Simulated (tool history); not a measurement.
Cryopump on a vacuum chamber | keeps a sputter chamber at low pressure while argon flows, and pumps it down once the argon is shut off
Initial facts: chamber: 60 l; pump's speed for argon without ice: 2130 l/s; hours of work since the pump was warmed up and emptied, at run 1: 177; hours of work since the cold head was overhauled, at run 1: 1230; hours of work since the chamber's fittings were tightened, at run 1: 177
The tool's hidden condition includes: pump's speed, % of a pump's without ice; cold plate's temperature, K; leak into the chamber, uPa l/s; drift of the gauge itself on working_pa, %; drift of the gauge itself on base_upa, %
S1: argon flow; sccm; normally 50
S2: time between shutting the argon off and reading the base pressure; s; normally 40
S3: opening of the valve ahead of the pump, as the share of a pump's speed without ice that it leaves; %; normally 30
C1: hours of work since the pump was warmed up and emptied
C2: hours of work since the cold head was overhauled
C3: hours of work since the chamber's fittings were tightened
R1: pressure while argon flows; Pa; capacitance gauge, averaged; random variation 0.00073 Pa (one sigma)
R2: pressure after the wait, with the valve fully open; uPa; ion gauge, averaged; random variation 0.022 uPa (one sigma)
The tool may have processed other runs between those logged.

run	hour	S1	S2	S3	C1	C2	C3	R1	R2
1	0	50	40	30	177	1230	177	0.137	0.76
2	53.6	50	40	30	214	1267	214	0.138	0.77
3	85.4	50	40	49	235	1289	235	0.0884	0.79
4	119.2	50	40	49	259	1312	259	0.0903	0.82
5	150.1	50	40	16	280	1333	280	0.2578	0.8
6	206.7	21	40	16	318	1372	318	0.109	0.86
7	245.4	21	40	16	345	1399	345	0.1101	0.85
8	281.9	21	40	16	370	1424	370	0.11	0.9
9	331.2	21	40	16	404	1457	404	0.1112	0.9
10	373.3	73	68	48	433	1486	433	0.1453	0.69
11	417.6	50	120	53	463	1517	463	0.094	0.6
# hour 466.7: pump warmed up, emptied and cooled again
12	476.3	68	40	50	7	1553	500	0.1087	0.82
13	502.2	74	112	30	24	1571	518	0.1977	0.57
14	544.8	74	112	30	54	1600	547	0.1991	0.54
15	593.4	74	112	30	87	1634	580	0.2	0.54

How would selected steps in R1 from run to run divide? Give the signed amount a tool lacking its hidden state would still show from settings, what came in and random variation, and the signed amount left for the hidden state, including any gauge scatter that is not in both of the compared results.
Run 4 -> 5: S3 49 -> 16. R1 +0.1675 Pa: hidden state +0.0009, all else +0.1666.
Run 9 -> 10: S1 21 -> 73, S2 40 -> 68, S3 16 -> 48. R1 +0.0341 Pa: hidden state +0.0185, all else +0.0156.

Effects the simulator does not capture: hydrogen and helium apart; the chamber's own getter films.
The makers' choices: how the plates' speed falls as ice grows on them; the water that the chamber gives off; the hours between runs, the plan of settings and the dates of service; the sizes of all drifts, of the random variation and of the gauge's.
